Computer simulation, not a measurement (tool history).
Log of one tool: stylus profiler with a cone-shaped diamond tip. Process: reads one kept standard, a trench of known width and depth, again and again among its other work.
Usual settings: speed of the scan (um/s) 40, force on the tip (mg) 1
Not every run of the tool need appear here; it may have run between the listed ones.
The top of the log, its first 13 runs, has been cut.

run   hour  speed of the scan (um/s)  force on the tip (mg)  depth of the trench (nm)  width of the trench's floor (nm)
 14  250.1                       122                      1                    503.88                             26390
 15  265.1                        13                      1                    504.15                             27100
 16  279.1                        13                      1                    503.84                             27130
 17  293.4                        13                      1                    504.04                             27120
 18  313.7                        13                      1                    503.82                             27080
 19  336.5                       145                    0.6                    502.53                             25990
 20  361.1                        20                   1.61                    505.77                             27010
 21  384.5                        11                   1.54                    505.69                             27040
 22  398.8                        11                   1.54                    505.18                             27050
 23  425.4                        11                   1.54                    505.17                             27070
 24  443.4                        11                   1.54                     505.1                             27090
 25  467.5                        49                   1.58                    505.42                             26900
 26  491.4                        40                   1.92                    506.24                             26890
 27  514.2                        40                   1.92                    506.21                             26880
 28  526.1                        40                   1.92                    506.25                             26900
 29  545.1                        40                   1.92                    506.24                             26880
 30  572.3                        22                   1.66                    505.71                             26970
 31  596.7                        22                   1.66                    505.63                             26950
 32  618.3                        22                   1.05                    503.56                             26890

Forecast run 33:
 33  642.7                        12                   0.65                         ?                                 ?

depth of the trench (nm): 502.18
width of the trench's floor (nm): 26980
Were there no unlogged condition in the tool, this run, its random variation unchanged, would have produced depth of the trench (nm) 503.25, width of the trench's floor (nm) 27320.

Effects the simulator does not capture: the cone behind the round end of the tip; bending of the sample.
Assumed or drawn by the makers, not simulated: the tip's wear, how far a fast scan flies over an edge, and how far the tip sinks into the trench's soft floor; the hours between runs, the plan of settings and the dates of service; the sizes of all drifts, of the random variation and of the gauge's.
